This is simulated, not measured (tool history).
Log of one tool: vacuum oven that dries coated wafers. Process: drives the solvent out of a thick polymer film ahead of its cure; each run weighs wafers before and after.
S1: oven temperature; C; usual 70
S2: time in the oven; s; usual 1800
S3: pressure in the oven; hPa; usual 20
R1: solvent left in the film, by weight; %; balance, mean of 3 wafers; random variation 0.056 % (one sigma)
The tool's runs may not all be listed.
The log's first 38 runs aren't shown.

run,hour,S1,S2,S3,R1
39,511.1,66,1800,20,4.11
40,528.9,60,1800,51.4,7.41
41,538.5,60,1800,51.4,7.42
42,554.2,71,1080,27.6,4.73
43,564.3,63,960,66.9,9.53
44,575.6,63,960,33.2,9.17
45,588.9,63,960,33.2,9.16
46,598.9,80,960,18,1.87

Forecast each of these 5 alternatives for the next run:
A,615.3,70,1800,42.4,?
B,615.3,55,960,18,?
C,615.3,75,1680,40.9,?
D,615.3,75,960,15,?
E,615.3,85,960,41.4,?

run,R1
A,2.88
B,11.88
C,1.65
D,3.64
E,1.08
Without the tool's hidden state the same runs would have given:
run,R1
A,2.88
B,11.88
C,1.65
D,3.64
E,1.08
